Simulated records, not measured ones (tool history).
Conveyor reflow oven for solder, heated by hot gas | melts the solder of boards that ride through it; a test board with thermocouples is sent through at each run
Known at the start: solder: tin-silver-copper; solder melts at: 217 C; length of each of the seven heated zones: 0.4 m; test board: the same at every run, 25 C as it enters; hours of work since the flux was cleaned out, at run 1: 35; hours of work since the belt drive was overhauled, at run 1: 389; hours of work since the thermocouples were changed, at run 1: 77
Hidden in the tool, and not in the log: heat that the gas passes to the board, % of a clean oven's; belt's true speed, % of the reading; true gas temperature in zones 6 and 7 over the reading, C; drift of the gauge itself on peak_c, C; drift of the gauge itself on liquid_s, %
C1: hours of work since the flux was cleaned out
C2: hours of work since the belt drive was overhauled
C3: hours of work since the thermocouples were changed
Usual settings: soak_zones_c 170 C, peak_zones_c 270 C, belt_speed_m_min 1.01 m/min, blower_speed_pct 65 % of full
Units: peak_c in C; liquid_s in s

{"run": 1, "hour": 0.0, "soak_zones_c": 170, "peak_zones_c": 270, "belt_speed_m_min": 1.01, "blower_speed_pct": 65, "C1": 35, "C2": 389, "C3": 77, "peak_c": 248.1, "liquid_s": 31.9}
{"run": 2, "hour": 24.9, "soak_zones_c": 170, "peak_zones_c": 270, "belt_speed_m_min": 1.01, "blower_speed_pct": 65, "C1": 53, "C2": 406, "C3": 95, "peak_c": 248.4, "liquid_s": 31.8}
{"run": 3, "hour": 59.8, "soak_zones_c": 170, "peak_zones_c": 270, "belt_speed_m_min": 1.01, "blower_speed_pct": 65, "C1": 77, "C2": 431, "C3": 119, "peak_c": 247.3, "liquid_s": 31.6}
{"run": 4, "hour": 93.3, "soak_zones_c": 170, "peak_zones_c": 270, "belt_speed_m_min": 1.01, "blower_speed_pct": 65, "C1": 100, "C2": 454, "C3": 143, "peak_c": 247.3, "liquid_s": 31.1}
{"run": 5, "hour": 121.4, "soak_zones_c": 170, "peak_zones_c": 270, "belt_speed_m_min": 1.01, "blower_speed_pct": 65, "C1": 120, "C2": 473, "C3": 162, "peak_c": 247, "liquid_s": 31.9}
{"run": 6, "hour": 165.8, "soak_zones_c": 170, "peak_zones_c": 270, "belt_speed_m_min": 1, "blower_speed_pct": 65, "C1": 151, "C2": 504, "C3": 193, "peak_c": 246.8, "liquid_s": 32.3}
{"run": 7, "hour": 195.9, "soak_zones_c": 170, "peak_zones_c": 270, "belt_speed_m_min": 1.01, "blower_speed_pct": 65, "C1": 172, "C2": 526, "C3": 214, "peak_c": 247, "liquid_s": 31}
{"run": 8, "hour": 235.4, "soak_zones_c": 170, "peak_zones_c": 270, "belt_speed_m_min": 1.01, "blower_speed_pct": 65, "C1": 200, "C2": 553, "C3": 242, "peak_c": 246.1, "liquid_s": 31}
{"hour": 244.8, "done": "flux residue cleaned out of gas plates and filters"}
{"run": 9, "hour": 285.3, "soak_zones_c": 170, "peak_zones_c": 270, "belt_speed_m_min": 1.01, "blower_speed_pct": 65, "C1": 28, "C2": 584, "C3": 273, "peak_c": 245.1, "liquid_s": 30.3}
{"run": 10, "hour": 306.6, "soak_zones_c": 170, "peak_zones_c": 270, "belt_speed_m_min": 1.01, "blower_speed_pct": 65, "C1": 43, "C2": 599, "C3": 288, "peak_c": 244.6, "liquid_s": 29.8}
{"run": 11, "hour": 354.0, "soak_zones_c": 170, "peak_zones_c": 270, "belt_speed_m_min": 1.01, "blower_speed_pct": 55, "C1": 76, "C2": 632, "C3": 321, "peak_c": 240.4, "liquid_s": 25.7}
{"run": 12, "hour": 390.8, "soak_zones_c": 170, "peak_zones_c": 270, "belt_speed_m_min": 1.01, "blower_speed_pct": 55, "C1": 102, "C2": 658, "C3": 347, "peak_c": 239.5, "liquid_s": 25.5}
{"run": 13, "hour": 426.8, "soak_zones_c": 170, "peak_zones_c": 270, "belt_speed_m_min": 1.01, "blower_speed_pct": 55, "C1": 127, "C2": 683, "C3": 372, "peak_c": 239.5, "liquid_s": 25.6}
{"run": 14, "hour": 458.8, "soak_zones_c": 170, "peak_zones_c": 270, "belt_speed_m_min": 1.01, "blower_speed_pct": 55, "C1": 149, "C2": 705, "C3": 394, "peak_c": 239.5, "liquid_s": 25.3}
{"run": 15, "hour": 504.5, "soak_zones_c": 170, "peak_zones_c": 270, "belt_speed_m_min": 1.01, "blower_speed_pct": 55, "C1": 181, "C2": 737, "C3": 426, "peak_c": 238.6, "liquid_s": 25.2}
{"hour": 530.0, "done": "flux residue cleaned out of gas plates and filters, once more"}
{"hour": 545.9, "done": "belt drive overhauled, speed set with a stopwatch"}
{"run": 16, "hour": 561.2, "soak_zones_c": 159, "peak_zones_c": 270, "belt_speed_m_min": 1.16, "blower_speed_pct": 55, "C1": 19, "C2": 11, "C3": 459, "peak_c": 234.6, "liquid_s": 16.3}
{"run": 17, "hour": 599.4, "soak_zones_c": 159, "peak_zones_c": 270, "belt_speed_m_min": 1.16, "blower_speed_pct": 75, "C1": 46, "C2": 37, "C3": 486, "peak_c": 244.4, "liquid_s": 23.6}
{"run": 18, "hour": 642.1, "soak_zones_c": 181, "peak_zones_c": 270, "belt_speed_m_min": 0.93, "blower_speed_pct": 86, "C1": 75, "C2": 67, "C3": 516, "peak_c": 259, "liquid_s": 44.1}
{"run": 19, "hour": 674.3, "soak_zones_c": 161, "peak_zones_c": 261, "belt_speed_m_min": 0.81, "blower_speed_pct": 62, "C1": 98, "C2": 90, "C3": 538, "peak_c": 245.6, "liquid_s": 37.9}
{"run": 20, "hour": 701.1, "soak_zones_c": 157, "peak_zones_c": 270, "belt_speed_m_min": 1.01, "blower_speed_pct": 65, "C1": 117, "C2": 108, "C3": 557, "peak_c": 245.1, "liquid_s": 27.3}
{"run": 21, "hour": 730.9, "soak_zones_c": 168, "peak_zones_c": 279, "belt_speed_m_min": 0.82, "blower_speed_pct": 55, "C1": 137, "C2": 129, "C3": 578, "peak_c": 259.7, "liquid_s": 45.2}
{"run": 22, "hour": 764.4, "soak_zones_c": 170, "peak_zones_c": 281, "belt_speed_m_min": 1.08, "blower_speed_pct": 80, "C1": 161, "C2": 152, "C3": 601, "peak_c": 259.4, "liquid_s": 34.4}
{"run": 23, "hour": 793.7, "soak_zones_c": 170, "peak_zones_c": 281, "belt_speed_m_min": 1.08, "blower_speed_pct": 80, "C1": 181, "C2": 173, "C3": 622, "peak_c": 260.1, "liquid_s": 34.9}
{"run": 24, "hour": 816.1, "soak_zones_c": 167, "peak_zones_c": 268, "belt_speed_m_min": 1.02, "blower_speed_pct": 62, "C1": 197, "C2": 189, "C3": 637, "peak_c": 243.7, "liquid_s": 27.9}
{"hour": 844.5, "done": "flux residue cleaned out of gas plates and filters"}
{"run": 25, "hour": 844.5, "soak_zones_c": 167, "peak_zones_c": 264, "belt_speed_m_min": 1.04, "blower_speed_pct": 62, "C1": 0, "C2": 205, "C3": 653, "peak_c": 241.6, "liquid_s": 26.5}
{"run": 26, "hour": 884.3, "soak_zones_c": 167, "peak_zones_c": 264, "belt_speed_m_min": 1.04, "blower_speed_pct": 62, "C1": 28, "C2": 233, "C3": 681, "peak_c": 241.8, "liquid_s": 26.3}
{"run": 27, "hour": 934.1, "soak_zones_c": 170, "peak_zones_c": 280, "belt_speed_m_min": 0.92, "blower_speed_pct": 60, "C1": 63, "C2": 267, "C3": 716, "peak_c": 259.3, "liquid_s": 41}
{"run": 28, "hour": 956.6, "soak_zones_c": 170, "peak_zones_c": 280, "belt_speed_m_min": 0.92, "blower_speed_pct": 60, "C1": 78, "C2": 283, "C3": 732, "peak_c": 259.3, "liquid_s": 41.5}
{"run": 29, "hour": 993.0, "soak_zones_c": 170, "peak_zones_c": 280, "belt_speed_m_min": 1.09, "blower_speed_pct": 73, "C1": 104, "C2": 309, "C3": 757, "peak_c": 257.5, "liquid_s": 33.6}

5 ways to go on from here, each from the tool as it stands after run 29. What would each give?
{"run": "A", "hour": 1033.7, "soak_zones_c": 168, "peak_zones_c": 280, "belt_speed_m_min": 1.09, "blower_speed_pct": 73, "C1": 132, "C2": 337, "C3": 786, "peak_c": "?", "liquid_s": "?"}
{"run": "B", "hour": 1033.7, "soak_zones_c": 168, "peak_zones_c": 280, "belt_speed_m_min": 0.87, "blower_speed_pct": 61, "C1": 132, "C2": 337, "C3": 786, "peak_c": "?", "liquid_s": "?"}
{"run": "C", "hour": 1033.7, "soak_zones_c": 171, "peak_zones_c": 280, "belt_speed_m_min": 1.09, "blower_speed_pct": 73, "C1": 132, "C2": 337, "C3": 786, "peak_c": "?", "liquid_s": "?"}
{"run": "D", "hour": 1033.7, "soak_zones_c": 170, "peak_zones_c": 270, "belt_speed_m_min": 1.01, "blower_speed_pct": 66, "C1": 132, "C2": 337, "C3": 786, "peak_c": "?", "liquid_s": "?"}
{"run": "E", "hour": 1033.7, "soak_zones_c": 158, "peak_zones_c": 280, "belt_speed_m_min": 1.06, "blower_speed_pct": 83, "C1": 132, "C2": 337, "C3": 786, "peak_c": "?", "liquid_s": "?"}

run=A peak_c=256.5 liquid_s=32.7
run=B peak_c=261 liquid_s=44.2
run=C peak_c=256.6 liquid_s=33.8
run=D peak_c=249.1 liquid_s=32.7
run=E peak_c=260 liquid_s=33.4
Without the tool's hidden state the same runs would have given:
run=A peak_c=256.2 liquid_s=32.5
run=B peak_c=260.1 liquid_s=43.5
run=C peak_c=256.3 liquid_s=33.5
run=D peak_c=248.4 liquid_s=32.4
run=E peak_c=259.8 liquid_s=33.3
